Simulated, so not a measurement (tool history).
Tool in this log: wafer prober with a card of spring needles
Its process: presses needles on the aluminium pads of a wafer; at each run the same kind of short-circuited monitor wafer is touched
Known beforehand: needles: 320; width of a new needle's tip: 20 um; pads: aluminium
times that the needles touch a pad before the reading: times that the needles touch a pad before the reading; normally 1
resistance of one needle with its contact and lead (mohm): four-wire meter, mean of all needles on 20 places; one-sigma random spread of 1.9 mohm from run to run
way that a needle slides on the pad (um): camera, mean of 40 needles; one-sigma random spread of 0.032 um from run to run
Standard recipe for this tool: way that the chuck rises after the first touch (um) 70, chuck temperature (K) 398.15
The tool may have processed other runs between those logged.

run,hour,way that the chuck rises after the first touch (um),chuck temperature (K),times that the needles touch a pad before the reading,resistance of one needle with its contact and lead (mohm),way that a needle slides on the pad (um)
1,0.0,70,398.15,1,228,15.19
# hour 7.4: tips cleaned on abrasive film
# hour 14.9: tips cleaned on abrasive film
# hour 24.2: tips cleaned on abrasive film
# hour 31.6: tips cleaned on abrasive film
# hour 40.9: tips cleaned on abrasive film
# hour 50.2: tips cleaned on abrasive film
# hour 57.6: tips cleaned on abrasive film
# hour 65.1: tips cleaned on abrasive film
# hour 72.7: tips cleaned on abrasive film
2,72.7,70,333.15,1,201,15.09
# hour 82.0: tips cleaned on abrasive film
# hour 89.4: tips cleaned on abrasive film
# hour 96.9: tips cleaned on abrasive film
# hour 104.3: tips cleaned on abrasive film
# hour 111.8: tips cleaned on abrasive film
# hour 121.1: tips cleaned on abrasive film
# hour 130.3: tips cleaned on abrasive film
# hour 137.8: tips cleaned on abrasive film
3,141.3,70,398.15,1,246,14.89
# hour 146.9: tips cleaned on abrasive film
# hour 154.4: tips cleaned on abrasive film
# hour 161.8: tips cleaned on abrasive film
# hour 163.9: height of the first contact set anew
# hour 171.4: tips cleaned on abrasive film
# hour 178.8: tips cleaned on abrasive film
# hour 186.3: tips cleaned on abrasive film
# hour 193.7: tips cleaned on abrasive film
# hour 201.2: tips cleaned on abrasive film
# hour 208.6: tips cleaned on abrasive film
4,211.9,70,398.15,1,245,14.68
# hour 217.6: tips cleaned on abrasive film
# hour 226.8: tips cleaned on abrasive film
# hour 234.3: tips cleaned on abrasive film
# hour 241.7: tips cleaned on abrasive film
# hour 249.2: tips cleaned on abrasive film
# hour 257.3: tips cleaned on abrasive film
5,257.3,70,398.15,1,221,14.58
# hour 264.8: tips cleaned on abrasive film
# hour 272.2: tips cleaned on abrasive film
# hour 281.5: tips cleaned on abrasive film
# hour 290.8: tips cleaned on abrasive film
# hour 300.1: tips cleaned on abrasive film
# hour 307.5: tips cleaned on abrasive film
# hour 315.0: tips cleaned on abrasive film
# hour 324.3: tips cleaned on abrasive film
# hour 333.6: tips cleaned on abrasive film
# hour 341.0: tips cleaned on abrasive film
6,345.1,70,398.15,1,258,14.45
# hour 348.9: tips cleaned on abrasive film
# hour 356.4: tips cleaned on abrasive film
# hour 363.8: tips cleaned on abrasive film
# hour 371.3: tips cleaned on abrasive film
# hour 378.7: tips cleaned on abrasive film
# hour 386.1: tips cleaned on abrasive film
# hour 395.4: tips cleaned on abrasive film
# hour 402.9: tips cleaned on abrasive film
7,408.1,70,398.15,1,266,14.30
# hour 411.9: tips cleaned on abrasive film
# hour 421.2: tips cleaned on abrasive film
# hour 423.3: height of the first contact set anew
# hour 428.9: tips cleaned on abrasive film
# hour 438.2: tips cleaned on abrasive film
# hour 447.5: tips cleaned on abrasive film
# hour 454.9: tips cleaned on abrasive film
# hour 464.2: tips cleaned on abrasive film
# hour 471.7: tips cleaned on abrasive film
# hour 479.1: tips cleaned on abrasive film
8,481.7,70,398.15,1,239,15.25
# hour 487.3: tips cleaned on abrasive film
# hour 494.8: tips cleaned on abrasive film
# hour 504.1: tips cleaned on abrasive film
# hour 511.5: tips cleaned on abrasive film
# hour 519.0: tips cleaned on abrasive film
9,524.3,70,301.15,1,252,15.19
# hour 528.0: tips cleaned on abrasive film
# hour 535.5: tips cleaned on abrasive film
# hour 542.9: tips cleaned on abrasive film
# hour 550.4: tips cleaned on abrasive film
# hour 559.7: tips cleaned on abrasive film
# hour 567.1: tips cleaned on abrasive film
# hour 574.6: tips cleaned on abrasive film
# hour 583.8: tips cleaned on abrasive film
# hour 591.3: tips cleaned on abrasive film
# hour 593.4: height of the first contact set anew, once more
# hour 599.0: tips cleaned on abrasive film
# hour 606.5: tips cleaned on abrasive film
# hour 615.8: tips cleaned on abrasive film
10,617.4,63,301.15,1,224,13.79
# hour 624.9: tips cleaned on abrasive film
# hour 634.2: tips cleaned on abrasive film
# hour 643.4: tips cleaned on abrasive film
# hour 650.9: tips cleaned on abrasive film
# hour 660.2: tips cleaned on abrasive film
# hour 669.5: tips cleaned on abrasive film
# hour 678.7: tips cleaned on abrasive film
# hour 686.2: tips cleaned on abrasive film
# hour 693.6: tips cleaned on abrasive film
11,699.3,73,398.15,1,261,15.84
# hour 701.2: tips cleaned on abrasive film
# hour 708.7: tips cleaned on abrasive film
# hour 716.1: tips cleaned on abrasive film
# hour 723.6: tips cleaned on abrasive film
# hour 732.9: tips cleaned on abrasive film
# hour 740.3: tips cleaned on abrasive film
# hour 747.8: tips cleaned on abrasive film
# hour 755.2: tips cleaned on abrasive film
# hour 762.7: tips cleaned on abrasive film
# hour 771.9: tips cleaned on abrasive film
12,776.7,73,398.15,1,263,15.68

Run 13 comes next. What will it give?
# hour 780.5: tips cleaned on abrasive film
# hour 787.9: tips cleaned on abrasive film
# hour 795.4: tips cleaned on abrasive film
# hour 802.8: tips cleaned on abrasive film
# hour 812.1: tips cleaned on abrasive film
# hour 821.4: tips cleaned on abrasive film
# hour 828.8: tips cleaned on abrasive film
# hour 838.1: tips cleaned on abrasive film
# hour 845.6: tips cleaned on abrasive film
# hour 857.6: card fitted with new needles
# hour 865.0: tips cleaned on abrasive film
# hour 874.3: tips cleaned on abrasive film
# hour 881.7: tips cleaned on abrasive film
# hour 889.2: tips cleaned on abrasive film
13,893.4,70,398.15,2,?,?

resistance of one needle with its contact and lead (mohm): 218
way that a needle slides on the pad (um): 15.29
The same run, on a tool lacking any hidden state, would have yielded resistance of one needle with its contact and lead (mohm) 205, way that a needle slides on the pad (um) 15.36.
